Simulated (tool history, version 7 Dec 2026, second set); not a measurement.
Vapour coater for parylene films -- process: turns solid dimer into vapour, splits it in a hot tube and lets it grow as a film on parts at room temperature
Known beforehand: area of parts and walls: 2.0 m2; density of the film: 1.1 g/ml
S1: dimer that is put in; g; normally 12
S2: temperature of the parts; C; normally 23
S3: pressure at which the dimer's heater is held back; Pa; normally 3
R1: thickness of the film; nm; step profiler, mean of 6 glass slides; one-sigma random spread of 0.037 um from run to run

run	hour	S1	S2	S3	R1
1	0	12	23	3	3910
2	83	12	23	8.14	3120
3	153.6	12	23	8.14	3120
4	226.3	12	23	8.14	3100
5	266.2	12	23	9.95	2910
6	335.9	12	23	5.74	3290
7	414.8	5	23	3	1650
8	489.2	5	23	3	1630
9	527.6	5	23	3	1640
10	591.2	11	23	3	3560
11	670.9	11	23	3	3590
12	744	11	23	3	3630
13	811.9	12	26	3	3630
14	873.8	12	23	3	3890
15	947.6	12	23	3	3930
16	984.3	12	23	3	3940
17	1023	12	23	3	3920
18	1086.6	9	23	3	2930
19	1152.2	6	23	3	1950
20	1212.8	6	23	3	1930
21	1254.8	6	23	3	1970
22	1303.7	8	23	3	2600
23	1374.6	8	23	3	2590
24	1461.9	8	23	3	2630
25	1510	8	23	3	2620
26	1572.9	8	15	3	3190
27	1638.9	8	28	3	2260
28	1684.9	8	17	5.96	2530
29	1762.1	8	33	3.85	1900
30	1830.3	8	33	3.85	1900
31	1904.4	7	29	7.68	1550
32	1967.6	7	29	7.68	1570
33	2008	7	29	7.68	1570
34	2048.2	8	17	3.45	2890
35	2103.7	8	17	3.45	2990
36	2159.8	11	23	7.47	2890
37	2211.3	11	23	7.47	2940
38	2293.7	11	23	7.47	2930
39	2366.3	11	23	7.47	2860
40	2449.5	12	19	2.84	4410
41	2500.3	12	17	2.84	4580
42	2538	6	31	2.56	1680
43	2614.4	13	25	2.58	4100
44	2675.3	13	25	2.58	4240
45	2740.3	12	35	3.55	2810
46	2820	13	23	3	4250
47	2886.8	5	23	2.93	1680

The log once held 4 entries between its listed runs, left out of this copy. Where does each go, and what is different about the tool's unlogged condition between the listed run before it and the listed run after it?
Logged between run 6 and run 7: trap's valve overhauled (hour 350.8)
  vapour lost through the trap's worn valve, %: 0.3 -> 0
Logged between run 23 and run 24: trap's valve overhauled (hour 1386.2)
  vapour lost through the trap's worn valve, %: 0.3 -> 0
Logged between run 29 and run 30: table's thermometer calibrated (hour 1830.3)
  true temperature of the parts over the reading, C: 0.02 -> -0.01
Logged between run 39 and run 40: trap's valve overhauled (hour 2425.1)
  vapour lost through the trap's worn valve, %: 0.3 -> 0
